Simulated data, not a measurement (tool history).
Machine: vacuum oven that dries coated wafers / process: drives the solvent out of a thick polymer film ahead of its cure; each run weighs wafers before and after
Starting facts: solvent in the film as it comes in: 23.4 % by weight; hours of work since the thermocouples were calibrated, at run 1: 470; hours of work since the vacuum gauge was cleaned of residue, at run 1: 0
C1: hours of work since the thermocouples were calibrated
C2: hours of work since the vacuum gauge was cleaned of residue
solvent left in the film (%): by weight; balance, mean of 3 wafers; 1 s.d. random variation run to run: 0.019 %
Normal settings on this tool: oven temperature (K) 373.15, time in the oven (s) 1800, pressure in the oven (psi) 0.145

run 1 hour=0.0 | oven_temperature_(K)=373.15 time_in_the_oven_(s)=1800 pressure_in_the_oven_(psi)=0.145 | C1=470 C2=0 | solvent_left_in_the_film_(%)=1.56
run 2 hour=7.0 | oven_temperature_(K)=373.15 time_in_the_oven_(s)=1800 pressure_in_the_oven_(psi)=0.145 | C1=475 C2=5 | solvent_left_in_the_film_(%)=1.54
run 3 hour=12.0 | oven_temperature_(K)=373.15 time_in_the_oven_(s)=1800 pressure_in_the_oven_(psi)=0.145 | C1=478 C2=9 | solvent_left_in_the_film_(%)=1.56
run 4 hour=20.5 | oven_temperature_(K)=373.15 time_in_the_oven_(s)=1800 pressure_in_the_oven_(psi)=0.145 | C1=484 C2=14 | solvent_left_in_the_film_(%)=1.57
run 5 hour=27.1 | oven_temperature_(K)=360.15 time_in_the_oven_(s)=1800 pressure_in_the_oven_(psi)=0.145 | C1=489 C2=19 | solvent_left_in_the_film_(%)=4.23
run 6 hour=32.8 | oven_temperature_(K)=360.15 time_in_the_oven_(s)=1800 pressure_in_the_oven_(psi)=0.145 | C1=493 C2=23 | solvent_left_in_the_film_(%)=4.22
run 7 hour=40.8 | oven_temperature_(K)=360.15 time_in_the_oven_(s)=1800 pressure_in_the_oven_(psi)=0.145 | C1=498 C2=28 | solvent_left_in_the_film_(%)=4.23
run 8 hour=49.9 | oven_temperature_(K)=360.15 time_in_the_oven_(s)=1800 pressure_in_the_oven_(psi)=0.145 | C1=504 C2=34 | solvent_left_in_the_film_(%)=4.25
run 9 hour=60.0 | oven_temperature_(K)=360.15 time_in_the_oven_(s)=1800 pressure_in_the_oven_(psi)=0.145 | C1=511 C2=41 | solvent_left_in_the_film_(%)=4.23
run 10 hour=69.7 | oven_temperature_(K)=360.15 time_in_the_oven_(s)=1800 pressure_in_the_oven_(psi)=0.145 | C1=517 C2=48 | solvent_left_in_the_film_(%)=4.20
run 11 hour=78.8 | oven_temperature_(K)=373.15 time_in_the_oven_(s)=1800 pressure_in_the_oven_(psi)=0.145 | C1=524 C2=54 | solvent_left_in_the_film_(%)=1.54
run 12 hour=88.3 | oven_temperature_(K)=369.15 time_in_the_oven_(s)=2040 pressure_in_the_oven_(psi)=0.077 | C1=530 C2=60 | solvent_left_in_the_film_(%)=1.49
run 13 hour=96.6 | oven_temperature_(K)=369.15 time_in_the_oven_(s)=2040 pressure_in_the_oven_(psi)=0.077 | C1=536 C2=66 | solvent_left_in_the_film_(%)=1.49
run 14 hour=108.2 | oven_temperature_(K)=369.15 time_in_the_oven_(s)=1620 pressure_in_the_oven_(psi)=0.293 | C1=544 C2=74 | solvent_left_in_the_film_(%)=3.07
run 15 hour=117.7 | oven_temperature_(K)=365.15 time_in_the_oven_(s)=1800 pressure_in_the_oven_(psi)=0.145 | C1=550 C2=80 | solvent_left_in_the_film_(%)=2.97
run 16 hour=128.9 | oven_temperature_(K)=374.15 time_in_the_oven_(s)=1260 pressure_in_the_oven_(psi)=0.303 | C1=558 C2=88 | solvent_left_in_the_film_(%)=3.27
run 17 hour=138.2 | oven_temperature_(K)=382.15 time_in_the_oven_(s)=1020 pressure_in_the_oven_(psi)=0.126 | C1=564 C2=94 | solvent_left_in_the_film_(%)=2.17
run 18 hour=145.5 | oven_temperature_(K)=382.15 time_in_the_oven_(s)=1020 pressure_in_the_oven_(psi)=0.126 | C1=569 C2=99 | solvent_left_in_the_film_(%)=2.19
run 19 hour=155.2 | oven_temperature_(K)=373.15 time_in_the_oven_(s)=2460 pressure_in_the_oven_(psi)=0.160 | C1=575 C2=106 | solvent_left_in_the_film_(%)=0.94
run 20 hour=165.0 | oven_temperature_(K)=373.15 time_in_the_oven_(s)=2400 pressure_in_the_oven_(psi)=0.145 | C1=582 C2=112 | solvent_left_in_the_film_(%)=0.93
run 21 hour=171.6 | oven_temperature_(K)=366.15 time_in_the_oven_(s)=2400 pressure_in_the_oven_(psi)=0.136 | C1=587 C2=117 | solvent_left_in_the_film_(%)=1.64
run 22 hour=177.2 | oven_temperature_(K)=359.15 time_in_the_oven_(s)=2880 pressure_in_the_oven_(psi)=0.145 | C1=590 C2=121 | solvent_left_in_the_film_(%)=2.24

Branching from run 22: 5 alternative next runs. What would each branch give?
run A hour=186.0 | oven_temperature_(K)=363.15 time_in_the_oven_(s)=1440 pressure_in_the_oven_(psi)=0.197 | C1=596 C2=127 | solvent_left_in_the_film_(%)=?
run B hour=186.0 | oven_temperature_(K)=370.15 time_in_the_oven_(s)=1800 pressure_in_the_oven_(psi)=0.383 | C1=596 C2=127 | solvent_left_in_the_film_(%)=?
run C hour=186.0 | oven_temperature_(K)=381.15 time_in_the_oven_(s)=1620 pressure_in_the_oven_(psi)=0.145 | C1=596 C2=127 | solvent_left_in_the_film_(%)=?
run D hour=186.0 | oven_temperature_(K)=359.15 time_in_the_oven_(s)=1980 pressure_in_the_oven_(psi)=0.088 | C1=596 C2=127 | solvent_left_in_the_film_(%)=?
run E hour=186.0 | oven_temperature_(K)=359.15 time_in_the_oven_(s)=1380 pressure_in_the_oven_(psi)=0.187 | C1=596 C2=127 | solvent_left_in_the_film_(%)=?

run=A solvent_left_in_the_film_(%)=4.97
run=B solvent_left_in_the_film_(%)=2.85
run=C solvent_left_in_the_film_(%)=0.87
run=D solvent_left_in_the_film_(%)=3.68
run=E solvent_left_in_the_film_(%)=6.40
The same runs, with their run-to-run variation unchanged, on a tool lacking any hidden condition would have given:
run=A solvent_left_in_the_film_(%)=4.97
run=B solvent_left_in_the_film_(%)=2.85
run=C solvent_left_in_the_film_(%)=0.87
run=D solvent_left_in_the_film_(%)=3.68
run=E solvent_left_in_the_film_(%)=6.40
